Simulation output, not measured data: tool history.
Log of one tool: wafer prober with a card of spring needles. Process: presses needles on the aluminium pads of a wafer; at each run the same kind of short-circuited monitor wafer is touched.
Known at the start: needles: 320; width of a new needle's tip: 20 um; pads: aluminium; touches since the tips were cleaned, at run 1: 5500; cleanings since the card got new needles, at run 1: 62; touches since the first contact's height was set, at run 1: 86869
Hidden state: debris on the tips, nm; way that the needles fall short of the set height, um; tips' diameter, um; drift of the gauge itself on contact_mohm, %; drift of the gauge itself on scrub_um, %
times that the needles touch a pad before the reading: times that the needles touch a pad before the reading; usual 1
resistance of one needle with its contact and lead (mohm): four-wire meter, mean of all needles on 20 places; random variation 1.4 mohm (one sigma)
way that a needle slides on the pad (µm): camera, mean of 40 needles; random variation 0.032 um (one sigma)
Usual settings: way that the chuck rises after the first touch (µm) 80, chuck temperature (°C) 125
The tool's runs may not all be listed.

run,hour,way that the chuck rises after the first touch (µm),chuck temperature (°C),times that the needles touch a pad before the reading,touches since the tips were cleaned,cleanings since the card got new needles,touches since the first contact's height was set,resistance of one needle with its contact and lead (mohm),way that a needle slides on the pad (µm)
1,0.0,80,125,1,5500,62,86869,270,21.56
# hour 7.2: tips cleaned on abrasive film
# hour 24.9: tips cleaned on abrasive film
2,38.1,80,125,1,7169,64,107514,284,21.41
# hour 41.3: tips cleaned on abrasive film
# hour 59.2: tips cleaned on abrasive film
# hour 77.0: tips cleaned on abrasive film
# hour 94.2: tips cleaned on abrasive film
3,99.3,80,102,1,2802,68,140649,248,21.43
# hour 110.0: tips cleaned on abrasive film
# hour 127.3: tips cleaned on abrasive film
# hour 145.1: tips cleaned on abrasive film
4,148.8,80,125,1,2011,71,167430,236,21.28
# hour 159.4: tips cleaned on abrasive film
# hour 177.1: tips cleaned on abrasive film
# hour 192.9: tips cleaned on abrasive film
5,192.9,80,125,1,0,74,191305,150,21.18
# hour 210.2: tips cleaned on abrasive film
# hour 224.5: tips cleaned on abrasive film
# hour 242.4: tips cleaned on abrasive film
# hour 259.5: tips cleaned on abrasive film
6,261.3,80,40,1,997,78,228383,200,21.05
# hour 275.5: tips cleaned on abrasive film
# hour 275.8: height of the first contact set anew
# hour 290.9: tips cleaned on abrasive film
7,290.9,80,125,1,0,80,8159,140,21.76
# hour 305.2: tips cleaned on abrasive film
# hour 319.6: tips cleaned on abrasive film
8,324.2,80,125,1,2541,82,26202,232,21.71
# hour 336.8: tips cleaned on abrasive film
# hour 354.5: tips cleaned on abrasive film
# hour 372.4: tips cleaned on abrasive film
9,381.3,80,125,1,4875,85,57158,277,21.62
# hour 388.6: tips cleaned on abrasive film
# hour 405.6: tips cleaned on abrasive film
# hour 422.7: tips cleaned on abrasive film
# hour 438.1: tips cleaned on abrasive film
10,438.1,80,125,1,0,89,87881,152,21.48
# hour 456.0: tips cleaned on abrasive film
# hour 473.9: tips cleaned on abrasive film
# hour 490.7: tips cleaned on abrasive film
11,499.7,80,39,2,4856,92,121239,220,21.45
# hour 506.3: tips cleaned on abrasive film
# hour 520.6: tips cleaned on abrasive film
12,529.8,98,69,3,5042,94,137574,166,26.28
# hour 537.0: tips cleaned on abrasive film
# hour 554.9: tips cleaned on abrasive film
# hour 569.5: tips cleaned on abrasive film
13,569.5,68,110,1,0,97,159025,142,18.03
# hour 587.4: tips cleaned on abrasive film
# hour 604.1: tips cleaned on abrasive film
# hour 622.0: tips cleaned on abrasive film
14,624.4,67,110,2,1327,100,188781,199,17.69
# hour 638.0: tips cleaned on abrasive film
# hour 655.4: tips cleaned on abrasive film
# hour 673.1: tips cleaned on abrasive film
# hour 690.4: tips cleaned on abrasive film
15,690.7,87,98,2,147,104,224685,134,23.06
# hour 704.9: tips cleaned on abrasive film
# hour 712.3: height of the first contact set anew
# hour 723.1: tips cleaned on abrasive film
# hour 740.3: tips cleaned on abrasive film
16,743.1,87,116,2,1530,107,16651,178,23.62
# hour 756.6: tips cleaned on abrasive film
# hour 774.4: tips cleaned on abrasive film
17,776.7,93,92,1,1254,109,34836,186,25.17
# hour 790.5: tips cleaned on abrasive film
# hour 807.7: tips cleaned on abrasive film
18,816.2,96,40,1,4618,111,56263,239,25.94
# hour 822.7: tips cleaned on abrasive film
# hour 839.8: tips cleaned on abrasive film
# hour 856.8: tips cleaned on abrasive film
19,858.9,96,40,3,1146,114,79391,141,25.83
# hour 871.6: tips cleaned on abrasive film
# hour 889.5: tips cleaned on abrasive film
20,891.4,81,75,1,1053,116,96963,202,21.71

Forecast each of these 4 alternatives for the next run:
# hour 905.7: tips cleaned on abrasive film
# hour 923.3: tips cleaned on abrasive film
A,934.8,71,107,1,6256,118,120503,?,?
# hour 905.7: tips cleaned on abrasive film
# hour 923.3: tips cleaned on abrasive film
B,934.8,93,110,3,6256,118,120503,?,?
# hour 905.7: tips cleaned on abrasive film
# hour 923.3: tips cleaned on abrasive film
C,934.8,78,125,1,6256,118,120503,?,?
# hour 905.7: tips cleaned on abrasive film
# hour 923.3: tips cleaned on abrasive film
D,934.8,81,50,1,6256,118,120503,?,?

run,resistance of one needle with its contact and lead (mohm),way that a needle slides on the pad (µm)
A,362,18.93
B,176,24.91
C,316,20.93
D,316,21.69
Without the tool's hidden state the same runs would have given:
run,resistance of one needle with its contact and lead (mohm),way that a needle slides on the pad (µm)
A,128,19.30
B,124,25.28
C,128,21.30
D,119,22.06
